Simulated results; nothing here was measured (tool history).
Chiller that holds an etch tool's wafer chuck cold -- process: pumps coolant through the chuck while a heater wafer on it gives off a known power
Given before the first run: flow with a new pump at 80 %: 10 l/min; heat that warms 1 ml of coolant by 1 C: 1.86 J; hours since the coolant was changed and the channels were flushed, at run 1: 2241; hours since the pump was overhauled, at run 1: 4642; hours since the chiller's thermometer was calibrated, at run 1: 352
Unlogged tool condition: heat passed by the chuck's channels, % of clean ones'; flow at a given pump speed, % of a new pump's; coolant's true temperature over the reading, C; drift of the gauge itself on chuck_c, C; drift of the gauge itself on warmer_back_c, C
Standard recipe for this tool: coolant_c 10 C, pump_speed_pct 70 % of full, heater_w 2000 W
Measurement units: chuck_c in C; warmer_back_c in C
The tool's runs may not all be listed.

run	day	coolant_c	pump_speed_pct	heater_w	hours since the coolant was changed and the channels were flushed	hours since the pump was overhauled	hours since the chiller's thermometer was calibrated	chuck_c	warmer_back_c
1	0	10	70	2000	2241	4642	352	28.9	7.69
2	3.254	0	70	2000	2319	4720	430	19	7.75
3	10.338	10	70	2000	2489	4890	600	29.1	7.74
4	15.396	10	79	2000	2611	5011	721	27.5	6.86
5	19.558	10	89	2000	2711	5111	821	26.7	6.12
6	23.55	10	89	2000	2806	5207	917	26.6	6.11
7	28.654	10	94	2000	2929	5330	1039	26.4	5.77
8	32.25	10	94	2074	3015	5416	1126	27	5.99
9	36.238	10	94	2074	3111	5512	1221	27	6.02
10	42.854	10	94	2074	3270	5670	1380	27.1	6.01
11	50.404	10	94	2074	3451	5852	1561	27.3	6.04

What does the tool deliver on the next run?
12	54.567	10	94	2074	3551	5952	1661	?	?

Run 12 produced chuck_c 27.3 C, warmer_back_c 6.06 C.
With no hidden state in the tool, this same run would have given chuck_c 25.3 C, warmer_back_c 5.71 C.

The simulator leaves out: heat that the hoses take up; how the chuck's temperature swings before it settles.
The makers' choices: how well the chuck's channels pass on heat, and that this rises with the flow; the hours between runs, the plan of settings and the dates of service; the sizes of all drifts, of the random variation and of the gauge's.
